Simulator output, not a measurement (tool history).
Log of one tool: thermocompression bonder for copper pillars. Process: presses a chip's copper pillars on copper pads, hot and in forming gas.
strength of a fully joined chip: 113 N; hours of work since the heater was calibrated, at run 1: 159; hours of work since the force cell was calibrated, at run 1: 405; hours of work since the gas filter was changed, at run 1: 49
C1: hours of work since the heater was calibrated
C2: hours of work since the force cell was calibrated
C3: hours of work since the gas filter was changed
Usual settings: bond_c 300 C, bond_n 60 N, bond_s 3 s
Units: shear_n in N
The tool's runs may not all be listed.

{"run": 1, "hour": 0.0, "bond_c": 300, "bond_n": 60, "bond_s": 3, "C1": 159, "C2": 405, "C3": 49, "shear_n": 50.3}
{"run": 2, "hour": 14.3, "bond_c": 300, "bond_n": 60, "bond_s": 3, "C1": 168, "C2": 414, "C3": 58, "shear_n": 48.0}
{"run": 3, "hour": 42.3, "bond_c": 300, "bond_n": 60, "bond_s": 3, "C1": 186, "C2": 432, "C3": 76, "shear_n": 47.7}
{"run": 4, "hour": 68.2, "bond_c": 300, "bond_n": 60, "bond_s": 3, "C1": 203, "C2": 449, "C3": 93, "shear_n": 47.7}
{"run": 5, "hour": 91.6, "bond_c": 300, "bond_n": 60, "bond_s": 3, "C1": 218, "C2": 464, "C3": 108, "shear_n": 45.9}
{"run": 6, "hour": 107.9, "bond_c": 300, "bond_n": 60, "bond_s": 3, "C1": 228, "C2": 474, "C3": 118, "shear_n": 46.2}
{"run": 7, "hour": 128.0, "bond_c": 274, "bond_n": 60, "bond_s": 3, "C1": 241, "C2": 487, "C3": 131, "shear_n": 34.0}
{"run": 8, "hour": 152.9, "bond_c": 274, "bond_n": 60, "bond_s": 3, "C1": 257, "C2": 503, "C3": 147, "shear_n": 34.7}
{"run": 9, "hour": 168.7, "bond_c": 300, "bond_n": 60, "bond_s": 3, "C1": 267, "C2": 513, "C3": 157, "shear_n": 46.1}
{"run": 10, "hour": 193.5, "bond_c": 300, "bond_n": 60, "bond_s": 3, "C1": 283, "C2": 529, "C3": 173, "shear_n": 45.7}
{"run": 11, "hour": 206.1, "bond_c": 300, "bond_n": 60, "bond_s": 4, "C1": 291, "C2": 537, "C3": 181, "shear_n": 49.9}
{"run": 12, "hour": 230.8, "bond_c": 300, "bond_n": 60, "bond_s": 4, "C1": 307, "C2": 553, "C3": 197, "shear_n": 49.6}
{"run": 13, "hour": 260.6, "bond_c": 300, "bond_n": 60, "bond_s": 4, "C1": 326, "C2": 572, "C3": 216, "shear_n": 47.3}
{"run": 14, "hour": 282.7, "bond_c": 300, "bond_n": 60, "bond_s": 4, "C1": 341, "C2": 587, "C3": 231, "shear_n": 48.1}
{"run": 15, "hour": 296.0, "bond_c": 300, "bond_n": 60, "bond_s": 4, "C1": 349, "C2": 595, "C3": 239, "shear_n": 49.6}
{"run": 16, "hour": 312.6, "bond_c": 300, "bond_n": 60, "bond_s": 4, "C1": 360, "C2": 606, "C3": 250, "shear_n": 47.4}
{"hour": 321.5, "done": "forming gas filter changed"}
{"run": 17, "hour": 329.3, "bond_c": 277, "bond_n": 60, "bond_s": 3, "C1": 370, "C2": 616, "C3": 5, "shear_n": 35.9}
{"run": 18, "hour": 345.4, "bond_c": 300, "bond_n": 60, "bond_s": 3, "C1": 381, "C2": 626, "C3": 15, "shear_n": 46.4}
{"run": 19, "hour": 371.3, "bond_c": 300, "bond_n": 60, "bond_s": 3, "C1": 397, "C2": 643, "C3": 32, "shear_n": 46.7}
{"run": 20, "hour": 400.2, "bond_c": 300, "bond_n": 60, "bond_s": 3, "C1": 416, "C2": 662, "C3": 50, "shear_n": 45.8}
{"run": 21, "hour": 424.0, "bond_c": 312, "bond_n": 63, "bond_s": 3, "C1": 431, "C2": 677, "C3": 66, "shear_n": 53.9}
{"run": 22, "hour": 444.3, "bond_c": 305, "bond_n": 85, "bond_s": 3, "C1": 444, "C2": 690, "C3": 79, "shear_n": 65.2}
{"run": 23, "hour": 474.5, "bond_c": 328, "bond_n": 83, "bond_s": 5, "C1": 463, "C2": 709, "C3": 98, "shear_n": 84.5}
{"run": 24, "hour": 494.4, "bond_c": 328, "bond_n": 83, "bond_s": 5, "C1": 476, "C2": 722, "C3": 111, "shear_n": 83.5}
{"run": 25, "hour": 513.6, "bond_c": 300, "bond_n": 74, "bond_s": 9, "C1": 488, "C2": 734, "C3": 123, "shear_n": 74.7}
{"run": 26, "hour": 543.3, "bond_c": 300, "bond_n": 74, "bond_s": 9, "C1": 508, "C2": 753, "C3": 142, "shear_n": 72.1}
{"run": 27, "hour": 555.9, "bond_c": 300, "bond_n": 74, "bond_s": 9, "C1": 516, "C2": 762, "C3": 150, "shear_n": 74.8}
{"run": 28, "hour": 568.6, "bond_c": 281, "bond_n": 83, "bond_s": 8, "C1": 524, "C2": 770, "C3": 158, "shear_n": 65.5}
{"run": 29, "hour": 591.7, "bond_c": 300, "bond_n": 39, "bond_s": 3, "C1": 539, "C2": 784, "C3": 173, "shear_n": 26.2}
{"run": 30, "hour": 617.0, "bond_c": 300, "bond_n": 39, "bond_s": 3, "C1": 555, "C2": 801, "C3": 190, "shear_n": 25.6}
{"run": 31, "hour": 646.8, "bond_c": 300, "bond_n": 41, "bond_s": 3, "C1": 574, "C2": 820, "C3": 209, "shear_n": 26.7}
{"run": 32, "hour": 666.2, "bond_c": 293, "bond_n": 64, "bond_s": 3, "C1": 586, "C2": 832, "C3": 221, "shear_n": 39.1}
{"run": 33, "hour": 686.5, "bond_c": 310, "bond_n": 40, "bond_s": 5, "C1": 599, "C2": 845, "C3": 234, "shear_n": 36.5}
{"hour": 703.2, "done": "heater calibrated with a thermocouple chip"}
{"run": 34, "hour": 704.4, "bond_c": 310, "bond_n": 40, "bond_s": 5, "C1": 1, "C2": 856, "C3": 244, "shear_n": 38.2}
{"hour": 720.8, "done": "forming gas filter changed"}
{"run": 35, "hour": 730.0, "bond_c": 310, "bond_n": 40, "bond_s": 5, "C1": 17, "C2": 872, "C3": 6, "shear_n": 42.1}
{"run": 36, "hour": 754.3, "bond_c": 273, "bond_n": 60, "bond_s": 4, "C1": 32, "C2": 887, "C3": 22, "shear_n": 39.6}
{"run": 37, "hour": 769.7, "bond_c": 300, "bond_n": 79, "bond_s": 3, "C1": 42, "C2": 897, "C3": 31, "shear_n": 60.7}
{"run": 38, "hour": 794.6, "bond_c": 276, "bond_n": 78, "bond_s": 2, "C1": 58, "C2": 913, "C3": 47, "shear_n": 39.8}
{"run": 39, "hour": 824.2, "bond_c": 276, "bond_n": 78, "bond_s": 2, "C1": 77, "C2": 932, "C3": 66, "shear_n": 40.3}
{"run": 40, "hour": 839.9, "bond_c": 300, "bond_n": 53, "bond_s": 6, "C1": 87, "C2": 942, "C3": 76, "shear_n": 51.4}

Forecast each of these 4 alternatives for the next run:
{"run": "A", "hour": 857.2, "bond_c": 300, "bond_n": 53, "bond_s": 2, "C1": 98, "C2": 953, "C3": 88, "shear_n": "?"}
{"run": "B", "hour": 857.2, "bond_c": 275, "bond_n": 38, "bond_s": 2, "C1": 98, "C2": 953, "C3": 88, "shear_n": "?"}
{"run": "C", "hour": 857.2, "bond_c": 314, "bond_n": 63, "bond_s": 3, "C1": 98, "C2": 953, "C3": 88, "shear_n": "?"}
{"run": "D", "hour": 857.2, "bond_c": 323, "bond_n": 53, "bond_s": 2, "C1": 98, "C2": 953, "C3": 88, "shear_n": "?"}

run=A shear_n=34.0
run=B shear_n=16.2
run=C shear_n=54.7
run=D shear_n=44.2
Without the tool's hidden state the same runs would have given:
run=A shear_n=40.7
run=B shear_n=19.9
run=C shear_n=63.8
run=D shear_n=52.1
